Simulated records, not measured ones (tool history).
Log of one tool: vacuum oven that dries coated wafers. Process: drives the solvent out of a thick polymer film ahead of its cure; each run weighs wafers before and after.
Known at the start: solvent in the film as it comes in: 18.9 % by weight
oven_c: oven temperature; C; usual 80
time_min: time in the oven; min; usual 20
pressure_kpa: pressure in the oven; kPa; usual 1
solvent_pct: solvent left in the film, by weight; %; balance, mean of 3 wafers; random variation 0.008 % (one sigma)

{"run": 1, "hour": 0.0, "oven_c": 80, "time_min": 20, "pressure_kpa": 1, "solvent_pct": 1.914}
{"run": 2, "hour": 18.5, "oven_c": 80, "time_min": 20, "pressure_kpa": 1, "solvent_pct": 1.902}
{"run": 3, "hour": 38.8, "oven_c": 80, "time_min": 20, "pressure_kpa": 1, "solvent_pct": 1.893}
{"run": 4, "hour": 51.0, "oven_c": 80, "time_min": 20, "pressure_kpa": 2, "solvent_pct": 2.352}
{"run": 5, "hour": 60.7, "oven_c": 80, "time_min": 20, "pressure_kpa": 2, "solvent_pct": 2.363}
{"run": 6, "hour": 79.6, "oven_c": 80, "time_min": 20, "pressure_kpa": 1, "solvent_pct": 1.9}
{"run": 7, "hour": 97.5, "oven_c": 80, "time_min": 20, "pressure_kpa": 1, "solvent_pct": 1.902}
{"run": 8, "hour": 111.7, "oven_c": 80, "time_min": 20, "pressure_kpa": 1, "solvent_pct": 1.912}
{"run": 9, "hour": 129.5, "oven_c": 80, "time_min": 20, "pressure_kpa": 0.64, "solvent_pct": 1.752}
{"run": 10, "hour": 137.9, "oven_c": 92, "time_min": 24, "pressure_kpa": 3.84, "solvent_pct": 1.288}
{"run": 11, "hour": 152.8, "oven_c": 71, "time_min": 20, "pressure_kpa": 1, "solvent_pct": 4.048}
{"run": 12, "hour": 164.2, "oven_c": 88, "time_min": 17, "pressure_kpa": 0.66, "solvent_pct": 1.025}
{"run": 13, "hour": 176.9, "oven_c": 88, "time_min": 17, "pressure_kpa": 1.42, "solvent_pct": 1.285}
{"run": 14, "hour": 188.3, "oven_c": 88, "time_min": 23, "pressure_kpa": 2.82, "solvent_pct": 1.299}
{"run": 15, "hour": 205.0, "oven_c": 84, "time_min": 23, "pressure_kpa": 0.56, "solvent_pct": 0.792}
{"run": 16, "hour": 222.4, "oven_c": 84, "time_min": 23, "pressure_kpa": 0.56, "solvent_pct": 0.794}
{"run": 17, "hour": 239.2, "oven_c": 75, "time_min": 16, "pressure_kpa": 3, "solvent_pct": 5.013}

4 ways to go on from here, each from the tool as it stands after run 17. What would each give?
{"run": "A", "hour": 256.3, "oven_c": 91, "time_min": 18, "pressure_kpa": 0.52, "solvent_pct": "?"}
{"run": "B", "hour": 256.3, "oven_c": 73, "time_min": 14, "pressure_kpa": 0.96, "solvent_pct": "?"}
{"run": "C", "hour": 256.3, "oven_c": 71, "time_min": 27, "pressure_kpa": 1.83, "solvent_pct": "?"}
{"run": "D", "hour": 256.3, "oven_c": 80, "time_min": 20, "pressure_kpa": 0.63, "solvent_pct": "?"}

run=A solvent_pct=0.583
run=B solvent_pct=5.273
run=C solvent_pct=3.207
run=D solvent_pct=1.744
Without the tool's hidden state the same runs would have given:
run=A solvent_pct=0.582
run=B solvent_pct=5.275
run=C solvent_pct=3.208
run=D solvent_pct=1.745
